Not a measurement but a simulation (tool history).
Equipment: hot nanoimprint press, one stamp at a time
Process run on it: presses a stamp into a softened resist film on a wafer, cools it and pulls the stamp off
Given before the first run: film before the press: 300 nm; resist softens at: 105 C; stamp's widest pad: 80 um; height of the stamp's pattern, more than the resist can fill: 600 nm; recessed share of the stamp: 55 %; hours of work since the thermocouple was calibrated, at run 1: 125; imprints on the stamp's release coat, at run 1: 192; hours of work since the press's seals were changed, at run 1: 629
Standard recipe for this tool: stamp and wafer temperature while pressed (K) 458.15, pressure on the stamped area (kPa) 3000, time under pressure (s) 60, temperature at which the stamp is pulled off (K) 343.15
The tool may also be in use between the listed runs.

run    hour  stamp and wafer temperature while pressed (K)  pressure on the stamped area (kPa)  time under pressure (s)  temperature at which the stamp is pulled off (K)  hours of work since the thermocouple was calibrated  imprints on the stamp's release coat  hours of work since the press's seals were changed  resist left under the stamp's widest pad (Å)  greatest force while the stamp is pulled off (N)
  1       0                                         458.15                                3000                       60                                            343.15                                                  125                                   192                                                 629                                          1463                                               216
  2    69.2                                         458.15                                3000                       60                                            343.15                                                  155                                   408                                                 658                                          1481                                               217
  3     107                                         458.15                                3000                       60                                            343.15                                                  171                                   526                                                 674                                          1487                                               223
  4   166.4                                         458.15                                3000                       60                                            343.15                                                  196                                   711                                                 700                                          1488                                               223
  5   218.4                                         452.15                                3000                       60                                            343.15                                                  218                                   873                                                 722                                          1738                                               224
  6   286.8                                         458.15                                3000                       60                                            331.15                                                  247                                  1087                                                 751                                          1484                                               238
      332.2  -- stamp cleaned and given a new release coat
  7   342.4                                         458.15                                3890                       60                                            343.15                                                  269                                    31                                                 772                                          1342                                               208
  8   386.2                                         458.15                                2240                       60                                            343.15                                                  287                                   168                                                 791                                          1672                                               214
  9   443.1                                         458.15                                2240                       60                                            343.15                                                  312                                   346                                                 815                                          1682                                               219
      454.6  -- plate thermocouple calibrated
 10   478.1                                         458.15                                2240                       60                                            343.15                                                   10                                   445                                                 829                                          1630                                               221
 11   507.6                                         458.15                                2240                       60                                            343.15                                                   23                                   537                                                 842                                          1625                                               220
 12   569.8                                         458.15                                2950                       60                                            343.15                                                   49                                   731                                                 868                                          1472                                               221
 13   635.5                                         458.15                                2950                       69                                            343.15                                                   77                                   936                                                 896                                          1410                                               221
 14   694.8                                         458.15                                2950                       90                                            343.15                                                  102                                  1121                                                 921                                          1275                                               223
      726.7  -- stamp cleaned and given a new release coat
 15   738.2                                         458.15                                2950                       90                                            343.15                                                  118                                    35                                                 937                                          1270                                               211
 16   775.6                                         458.15                                2950                       90                                            343.15                                                  134                                   152                                                 953                                          1289                                               216
 17   809.5                                         465.15                                3980                       48                                            343.15                                                  149                                   258                                                 968                                          1201                                               220
 18     879                                         465.15                                3980                       48                                            343.15                                                  178                                   474                                                 997                                          1210                                               216
 19   922.2                                         468.15                                3980                       72                                            343.15                                                  197                                   609                                                1016                                           934                                               221
 20     953                                         468.15                                3980                       72                                            343.15                                                  210                                   705                                                1029                                           939                                               222
 21  1021.5                                         468.15                                3980                       72                                            343.15                                                  239                                   919                                                1058                                           945                                               223
 22  1058.8                                         468.15                                3750                       44                                            343.15                                                  255                                  1035                                                1074                                          1187                                               217
 23    1111                                         455.15                                4510                       52                                            328.15                                                  277                                  1198                                                1096                                          1478                                               247
     1121.7  -- stamp cleaned and given a new release coat
       1156  -- press's hydraulic seals changed and the load cell set to zero
 24  1183.1                                         465.15                                3260                      110                                            343.15                                                  302                                   167                                                  12                                           913                                               211
     1218.3  -- plate thermocouple calibrated
 25  1237.1                                         465.15                                3260                       59                                            343.15                                                    8                                   326                                                  33                                          1170                                               220
 26  1283.8                                         465.15                                3800                       59                                            337.15                                                   28                                   472                                                  53                                          1105                                               222
 27  1320.1                                         465.15                                3800                       59                                            337.15                                                   43                                   585                                                  69                                          1107                                               226
 28  1379.4                                         465.15                                4110                       41                                            351.15                                                   69                                   770                                                  94                                          1249                                               215
 29  1439.7                                         465.15                                2400                       40                                            334.15                                                   94                                   958                                                 120                                          1554                                               233
 30  1483.9                                         465.15                                2400                       40                                            334.15                                                  113                                  1095                                                 139                                          1554                                               234
 31    1512                                         465.15                                2400                       32                                            342.15                                                  125                                  1183                                                 151                                          1691                                               223

3 ways to go on from here, each from the tool as it stands after run 31. What would each give?
     1523.9  -- stamp cleaned and given a new release coat
  A  1558.5                                         465.15                                2400                       32                                            337.15                                                  143                                   107                                                 168                                             ?                                                 ?
     1523.9  -- stamp cleaned and given a new release coat
  B  1558.5                                         458.15                                3000                       82                                            343.15                                                  143                                   107                                                 168                                             ?                                                 ?
     1523.9  -- stamp cleaned and given a new release coat
  C  1558.5                                         458.15                                3000                       51                                            343.15                                                  143                                   107                                                 168                                             ?                                                 ?

run  resist left under the stamp's widest pad (Å)  greatest force while the stamp is pulled off (N)
  A                                          1695                                               219
  B                                          1308                                               213
  C                                          1551                                               214
Take away the tool's hidden state, keep each run's random variation, and the runs would have read:
run  resist left under the stamp's widest pad (Å)  greatest force while the stamp is pulled off (N)
  A                                          1673                                               217
  B                                          1286                                               211
  C                                          1528                                               212
